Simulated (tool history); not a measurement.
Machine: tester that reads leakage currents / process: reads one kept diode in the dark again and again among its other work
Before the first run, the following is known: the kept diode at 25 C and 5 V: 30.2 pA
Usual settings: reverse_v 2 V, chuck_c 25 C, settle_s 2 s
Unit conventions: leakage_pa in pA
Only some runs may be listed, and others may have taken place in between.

run 1 hour=0 | reverse_v=2 chuck_c=25 settle_s=2 | leakage_pa=21.36
run 2 hour=30.8 | reverse_v=2 chuck_c=25 settle_s=2 | leakage_pa=21.4
run 3 hour=48.7 | reverse_v=2 chuck_c=25 settle_s=2 | leakage_pa=21.46
run 4 hour=72.7 | reverse_v=2 chuck_c=25 settle_s=2 | leakage_pa=21.45
run 5 hour=94.3 | reverse_v=2 chuck_c=25 settle_s=2 | leakage_pa=21.39
run 6 hour=122.7 | reverse_v=2 chuck_c=25 settle_s=2 | leakage_pa=21.46
run 7 hour=158.1 | reverse_v=8.31 chuck_c=38 settle_s=4.03 | leakage_pa=121.82
run 8 hour=191.7 | reverse_v=4.13 chuck_c=25 settle_s=0.44 | leakage_pa=31.58
run 9 hour=218.1 | reverse_v=4.13 chuck_c=24 settle_s=4.62 | leakage_pa=27.72
run 10 hour=236.8 | reverse_v=2.77 chuck_c=21 settle_s=2 | leakage_pa=17.89
run 11 hour=273.6 | reverse_v=2.77 chuck_c=21 settle_s=2 | leakage_pa=17.97

Below are 5 alternative next runs, each starting from the tool's condition after run 11. Predict each:
run A hour=309 | reverse_v=19.84 chuck_c=21 settle_s=2 | leakage_pa=?
run B hour=309 | reverse_v=2.77 chuck_c=21 settle_s=1.12 | leakage_pa=?
run C hour=309 | reverse_v=3.34 chuck_c=32 settle_s=2 | leakage_pa=?
run D hour=309 | reverse_v=8.5 chuck_c=46 settle_s=2 | leakage_pa=?
run E hour=309 | reverse_v=1.48 chuck_c=26 settle_s=8.88 | leakage_pa=?

run=A leakage_pa=50.91
run=B leakage_pa=18.28
run=C leakage_pa=49.7
run=D leakage_pa=234.21
run=E leakage_pa=20.29
Stripped of hidden state, with their random variation kept, the same runs would have yielded:
run=A leakage_pa=40.04
run=B leakage_pa=16.73
run=C leakage_pa=47.81
run=D leakage_pa=229.41
run=E leakage_pa=19.46
